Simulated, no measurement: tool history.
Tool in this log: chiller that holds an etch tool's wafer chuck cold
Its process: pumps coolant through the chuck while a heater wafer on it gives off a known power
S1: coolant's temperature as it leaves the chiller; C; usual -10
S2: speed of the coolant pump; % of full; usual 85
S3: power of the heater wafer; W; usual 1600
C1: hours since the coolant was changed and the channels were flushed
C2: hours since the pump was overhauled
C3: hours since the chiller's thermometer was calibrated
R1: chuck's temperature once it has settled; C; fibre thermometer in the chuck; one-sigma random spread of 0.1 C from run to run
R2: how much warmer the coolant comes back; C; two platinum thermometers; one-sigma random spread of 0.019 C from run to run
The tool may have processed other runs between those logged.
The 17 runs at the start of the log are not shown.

run     day   S1  S2    S3    C1    C2    C3    R1    R2
 18  41.192  -17  85  1600  4643  3361  3477  -5.5  3.38
 19  44.371   -8  90  1859  4719  3437  3554   4.8  3.71
 20  46.004  -10  93  2013  4759  3476  3593   3.4  3.88
 21  48.908   -7  87  1036  4828  3546  3662   0.3  2.15
 22  50.962   -7  87  1036  4878  3595  3712   0.3  2.15
 23  52.754   -9  81  1686  4921  3638  3755   3.5  3.76
       53.6  -- chiller's thermometer calibrated
 24  54.304   -9  89  1023  4957  3674    17    -2  2.05
 25  57.283   -9  89  1023  5028  3746    88    -2  2.07
 26  60.704   -9  89  1023  5110  3828   171    -2  2.06
 27  63.021  -17  71  1110  5166  3884   226  -8.1  2.81
 28  66.625  -17  71  1110  5253  3970   313  -7.9  2.77
 29  68.904  -17  71  1110  5307  4025   367    -8  2.77
 30  71.708  -17  71   906  5374  4092   435  -9.4  2.27
 31  75.167   -9  62  1291  5457  4175   518   2.5   3.7

Consider 4 possible next runs. They are alternatives, not a sequence: every one starts from the tool as it was left by run 31. What does each give?
  A  77.817  -12  62  2066  5521  4239  581   ?   ?
  B  77.817  -10  82  1165  5521  4239  581   ?   ?
  C  77.817   -6  97  2329  5521  4239  581   ?   ?
  D  77.817   -9  62  1000  5521  4239  581   ?   ?

run    R1    R2
  A   6.7  5.95
  B  -1.1  2.59
  C   9.3  4.35
  D   0.1  2.87
Take away the tool's hidden state, keep each run's random variation, and the runs would have read:
run    R1    R2
  A   3.8   5.8
  B  -2.6  2.52
  C   6.8  4.24
  D  -1.4  2.79

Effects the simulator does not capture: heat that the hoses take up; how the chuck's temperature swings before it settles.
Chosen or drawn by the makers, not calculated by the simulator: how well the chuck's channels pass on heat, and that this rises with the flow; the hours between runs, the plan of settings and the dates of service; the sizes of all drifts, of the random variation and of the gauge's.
